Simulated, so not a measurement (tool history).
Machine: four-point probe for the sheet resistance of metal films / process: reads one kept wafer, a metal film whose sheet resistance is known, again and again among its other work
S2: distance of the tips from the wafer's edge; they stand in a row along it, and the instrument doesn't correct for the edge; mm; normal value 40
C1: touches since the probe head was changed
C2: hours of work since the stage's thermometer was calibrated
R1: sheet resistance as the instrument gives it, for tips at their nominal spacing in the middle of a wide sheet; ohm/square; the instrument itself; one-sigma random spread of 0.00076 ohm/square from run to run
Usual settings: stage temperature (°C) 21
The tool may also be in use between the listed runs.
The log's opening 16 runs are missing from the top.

run 17 hour=657.9 | stage_temperature_(°C)=21 S2=68 | C1=83207 C2=1219 | R1=3.855831
run 18 hour=692.8 | stage_temperature_(°C)=20 S2=59 | C1=84289 C2=1241 | R1=3.854398
run 19 hour=738.9 | stage_temperature_(°C)=20 S2=7 | C1=85719 C2=1270 | R1=3.921468
run 20 hour=782.7 | stage_temperature_(°C)=20 S2=7 | C1=87077 C2=1297 | R1=3.922142
run 21 hour=815.6 | stage_temperature_(°C)=24 S2=24 | C1=88099 C2=1317 | R1=3.869342
run 22 hour=851.1 | stage_temperature_(°C)=24 S2=24 | C1=89200 C2=1339 | R1=3.867883
run 23 hour=879.6 | stage_temperature_(°C)=32 S2=74 | C1=90084 C2=1357 | R1=3.87932
-- hour=882.5 stage's thermometer calibrated
run 24 hour=928.8 | stage_temperature_(°C)=21 S2=4 | C1=91593 C2=29 | R1=4.060687
run 25 hour=982.9 | stage_temperature_(°C)=19 S2=53 | C1=93271 C2=62 | R1=3.86005
-- hour=995.1 stage's thermometer calibrated, once more
run 26 hour=1035.5 | stage_temperature_(°C)=30 S2=3 | C1=94888 C2=25 | R1=4.20986
run 27 hour=1089.1 | stage_temperature_(°C)=21 S2=3 | C1=96551 C2=58 | R1=4.190416
run 28 hour=1118 | stage_temperature_(°C)=34 S2=40 | C1=97446 C2=76 | R1=3.881337
run 29 hour=1146.4 | stage_temperature_(°C)=27 S2=4 | C1=98326 C2=94 | R1=4.066003
run 30 hour=1190.2 | stage_temperature_(°C)=27 S2=4 | C1=99685 C2=121 | R1=4.066495
run 31 hour=1217.1 | stage_temperature_(°C)=27 S2=4 | C1=100520 C2=138 | R1=4.066098
run 32 hour=1252.3 | stage_temperature_(°C)=32 S2=10 | C1=101610 C2=160 | R1=3.912216
run 33 hour=1308.4 | stage_temperature_(°C)=32 S2=10 | C1=103352 C2=194 | R1=3.911509
run 34 hour=1348.1 | stage_temperature_(°C)=32 S2=10 | C1=104583 C2=219 | R1=3.911806

What if the next run were any one of these 4? Each begins from the tool's condition after run 34:
run A hour=1379.4 | stage_temperature_(°C)=20 S2=17 | C1=105553 C2=239 | R1=?
run B hour=1379.4 | stage_temperature_(°C)=21 S2=39 | C1=105553 C2=239 | R1=?
run C hour=1379.4 | stage_temperature_(°C)=21 S2=13 | C1=105553 C2=239 | R1=?
run D hour=1379.4 | stage_temperature_(°C)=27 S2=66 | C1=105553 C2=239 | R1=?

run=A R1=3.86893
run=B R1=3.862941
run=C R1=3.878789
run=D R1=3.870915
Without the tool's unlogged condition, the same runs would have read:
run=A R1=3.819434
run=B R1=3.813515
run=C R1=3.829178
run=D R1=3.821401
